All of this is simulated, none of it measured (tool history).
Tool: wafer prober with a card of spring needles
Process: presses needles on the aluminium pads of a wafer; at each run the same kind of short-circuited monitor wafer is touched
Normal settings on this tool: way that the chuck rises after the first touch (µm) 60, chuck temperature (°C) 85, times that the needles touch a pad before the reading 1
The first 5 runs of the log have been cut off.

run	hour	way that the chuck rises after the first touch (µm)	chuck temperature (°C)	times that the needles touch a pad before the reading	resistance of one needle with its contact and lead (mohm)	way that a needle slides on the pad (µm)
# hour 47.8: tips cleaned on abrasive film
# hour 54.9: tips cleaned on abrasive film
6	56.8	60	85	1	342	7.5
# hour 61.3: tips cleaned on abrasive film
7	63.7	60	85	1	347	7.57
# hour 68.7: tips cleaned on abrasive film
# hour 75: tips cleaned on abrasive film
8	75	60	85	1	314	7.54
9	80.9	60	85	1	378	7.51
# hour 81.9: tips cleaned on abrasive film
10	87.3	60	85	1	375	7.57
# hour 89: tips cleaned on abrasive film
11	95.1	60	85	1	375	7.61
# hour 96.3: tips cleaned on abrasive film
# hour 102.9: tips cleaned on abrasive film
12	108.2	60	85	1	370	7.48
# hour 109.3: tips cleaned on abrasive film
# hour 116.2: tips cleaned on abrasive film
13	118	60	85	1	344	7.43
# hour 123: tips cleaned on abrasive film
14	128.3	60	85	1	375	7.45
# hour 130.2: tips cleaned on abrasive film
# hour 136.9: tips cleaned on abrasive film
15	141.5	74	85	1	341	9.28
# hour 143.6: tips cleaned on abrasive film
# hour 150.5: tips cleaned on abrasive film
16	153.9	74	85	1	334	9.28
# hour 157.6: tips cleaned on abrasive film
# hour 164.6: tips cleaned on abrasive film
17	166.4	49	85	3	332	5.94
# hour 171.8: tips cleaned on abrasive film
18	172.3	59	47	2	314	7.3
# hour 179.3: tips cleaned on abrasive film
# hour 185.7: tips cleaned on abrasive film
19	186.2	77	85	3	304	9.53
# hour 192.5: tips cleaned on abrasive film
20	192.7	77	85	3	303	9.65
# hour 196.2: height of the first contact set anew
# hour 199.3: tips cleaned on abrasive film
# hour 205.9: tips cleaned on abrasive film
21	206.3	77	85	3	305	10.04
# hour 212.9: tips cleaned on abrasive film
22	216.2	77	85	3	310	10.14
# hour 219.9: tips cleaned on abrasive film
23	222.2	62	88	1	341	8.19
# hour 227.1: tips cleaned on abrasive film
24	228.6	62	88	1	335	8.06
# hour 234.4: tips cleaned on abrasive film
25	238.1	62	88	2	337	8.03
# hour 241.5: tips cleaned on abrasive film
# hour 247.8: tips cleaned on abrasive film
26	248.5	43	88	2	345	5.58
# hour 254.1: tips cleaned on abrasive film
# hour 260.4: tips cleaned on abrasive film
27	262.4	44	47	1	369	5.69
# hour 266.8: tips cleaned on abrasive film
# hour 273.7: tips cleaned on abrasive film
28	276.2	44	47	1	381	5.77
# hour 280: tips cleaned on abrasive film
# hour 286.8: tips cleaned on abrasive film
29	288	44	107	2	348	5.6
# hour 293.4: tips cleaned on abrasive film
30	298.5	69	25	2	316	8.9

Each row is a separate what-if for the run after 30, all from the same tool condition, not one after another. Results?
# hour 300: tips cleaned on abrasive film
# hour 306.4: tips cleaned on abrasive film
A	309.3	65	54	2	?	?
# hour 300: tips cleaned on abrasive film
# hour 306.4: tips cleaned on abrasive film
B	309.3	46	85	1	?	?
# hour 300: tips cleaned on abrasive film
# hour 306.4: tips cleaned on abrasive film
C	309.3	65	48	1	?	?
# hour 300: tips cleaned on abrasive film
# hour 306.4: tips cleaned on abrasive film
D	309.3	69	77	2	?	?
# hour 300: tips cleaned on abrasive film
# hour 306.4: tips cleaned on abrasive film
E	309.3	47	80	2	?	?

run	resistance of one needle with its contact and lead (mohm)	way that a needle slides on the pad (µm)
A	317	8.31
B	390	5.96
C	332	8.32
D	328	8.95
E	364	5.96
Stripped of hidden state, with their random variation kept, the same runs would have yielded:
run	resistance of one needle with its contact and lead (mohm)	way that a needle slides on the pad (µm)
A	291	8.45
B	314	6.11
C	290	8.47
D	304	9.1
E	316	6.1
